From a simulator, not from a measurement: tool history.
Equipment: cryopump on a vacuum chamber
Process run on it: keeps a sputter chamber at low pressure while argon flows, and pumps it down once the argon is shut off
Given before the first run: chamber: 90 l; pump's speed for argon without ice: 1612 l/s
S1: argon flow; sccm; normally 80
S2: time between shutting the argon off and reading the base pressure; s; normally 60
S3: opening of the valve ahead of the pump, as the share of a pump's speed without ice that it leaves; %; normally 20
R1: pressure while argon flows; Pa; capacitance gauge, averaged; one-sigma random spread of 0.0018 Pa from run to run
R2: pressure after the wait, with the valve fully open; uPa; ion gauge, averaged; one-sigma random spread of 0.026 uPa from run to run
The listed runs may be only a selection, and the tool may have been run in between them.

run	hour	S1	S2	S3	R1	R2
1	0.0	80	60	20	0.4249	2.23
2	27.3	80	60	39	0.2223	2.24
3	41.3	80	60	39	0.2225	2.27
4	59.1	80	60	39	0.2243	2.22
5	77.2	80	28	20	0.4274	3.41
6	104.2	80	28	20	0.4294	3.25
7	121.1	80	28	20	0.4285	3.27
8	148.7	80	28	20	0.4316	3.32
9	173.4	80	28	20	0.4281	3.40
10	192.5	80	28	20	0.4289	3.44
11	220.4	80	28	20	0.4288	3.34
12	239.8	80	28	20	0.4295	3.42
13	255.0	80	60	20	0.4316	2.31
14	271.6	80	60	20	0.4311	2.25
15	288.9	80	60	36	0.2441	2.42
16	314.5	80	60	36	0.2436	2.36
17	342.8	80	60	35	0.2516	2.35
18	368.2	80	60	35	0.2526	2.42
19	383.6	43	23	35	0.1352	3.89
20	396.0	76	177	49	0.1746	1.82
21	411.4	65	60	28	0.2551	2.43
22	434.9	65	60	28	0.2531	2.54
23	455.9	111	24	28	0.4363	3.85
24	471.1	111	24	28	0.4399	3.76
25	496.2	111	24	28	0.4367	3.95
26	514.8	111	24	25	0.4878	3.80
27	533.1	39	24	25	0.1708	3.87
28	556.2	39	59	35	0.1257	2.52
29	577.9	39	59	28	0.1539	2.55
30	599.7	39	59	28	0.1536	2.57
31	622.1	39	59	28	0.1544	2.54
32	642.7	80	23	20	0.4382	3.96
33	658.3	80	43	20	0.4378	2.99

A few steps of R1 between consecutive runs. Split each: what settings, incoming material and random variation would produce without the hidden state, and what is left over for the hidden state, along with gauge scatter present in only one of the two compared results (measured, and without hidden state):
Unlogged tool condition in this case: pump's speed, % of a pump's without ice; cold plate's temperature, K; leak into the chamber, uPa l/s; drift of the gauge itself on working_pa, %; drift of the gauge itself on base_upa, %.
Run 4 -> 5: S2 60 -> 28, S3 39 -> 20. R1 +0.2031 Pa: hidden state +0.0002, all else +0.2029.
Run 22 -> 23: S1 65 -> 111, S2 60 -> 24. R1 +0.1832 Pa: hidden state +0.0089, all else +0.1743.
Run 26 -> 27: S1 111 -> 39. R1 -0.3170 Pa: hidden state -0.0143, all else -0.3027.
Run 31 -> 32: S1 39 -> 80, S2 59 -> 23, S3 28 -> 20. R1 +0.2838 Pa: hidden state +0.0099, all else +0.2739.
